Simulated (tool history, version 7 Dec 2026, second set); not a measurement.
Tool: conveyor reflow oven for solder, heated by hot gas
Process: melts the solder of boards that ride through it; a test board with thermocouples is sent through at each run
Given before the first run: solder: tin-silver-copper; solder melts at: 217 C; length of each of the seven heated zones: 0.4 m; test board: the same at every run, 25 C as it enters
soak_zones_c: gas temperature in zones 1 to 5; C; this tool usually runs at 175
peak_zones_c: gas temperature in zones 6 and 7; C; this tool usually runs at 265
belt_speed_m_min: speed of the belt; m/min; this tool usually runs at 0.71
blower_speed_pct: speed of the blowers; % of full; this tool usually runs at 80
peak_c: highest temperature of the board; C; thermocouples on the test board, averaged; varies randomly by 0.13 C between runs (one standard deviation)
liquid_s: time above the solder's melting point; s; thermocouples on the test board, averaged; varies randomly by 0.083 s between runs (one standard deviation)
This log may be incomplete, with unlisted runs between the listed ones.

Run 1, day 0.000: usual settings. Result: peak_c 252.6 C, liquid_s 51.86 s.
Run 2, day 0.888: usual settings. Result: peak_c 252.4 C, liquid_s 51.87 s.
Run 3, day 1.396: usual settings but belt_speed_m_min 0.60 m/min. Result: peak_c 256.4 C, liquid_s 65.40 s.
Run 4, day 2.258: usual settings but belt_speed_m_min 0.60 m/min. Result: peak_c 256.6 C, liquid_s 65.03 s.
Run 5, day 2.846: usual settings but belt_speed_m_min 0.60 m/min. Result: peak_c 256.1 C, liquid_s 65.29 s.
Run 6, day 4.046: usual settings but peak_zones_c 267 C, belt_speed_m_min 0.60 m/min. Result: peak_c 258.2 C, liquid_s 66.25 s.
Run 7, day 4.929: usual settings but peak_zones_c 270 C. Result: peak_c 256.8 C, liquid_s 54.08 s.
Run 8, day 6.058: usual settings but peak_zones_c 270 C, belt_speed_m_min 0.76 m/min. Result: peak_c 255.1 C, liquid_s 49.11 s.
At day 6.821: flux residue cleaned out of gas plates and filters.
Run 9, day 6.871: usual settings but peak_zones_c 270 C, belt_speed_m_min 0.76 m/min. Result: peak_c 254.8 C, liquid_s 49.13 s.

Forecast run 10:
Run 10, day 7.517: usual settings but peak_zones_c 270 C, belt_speed_m_min 0.76 m/min. Result: peak_c ?, liquid_s ?.

peak_c: 255.1 C
liquid_s: 49.14 s
Take away the tool's hidden state, keep the run-to-run variation as it was, and the same run would have given peak_c 255.1 C, liquid_s 49.13 s.
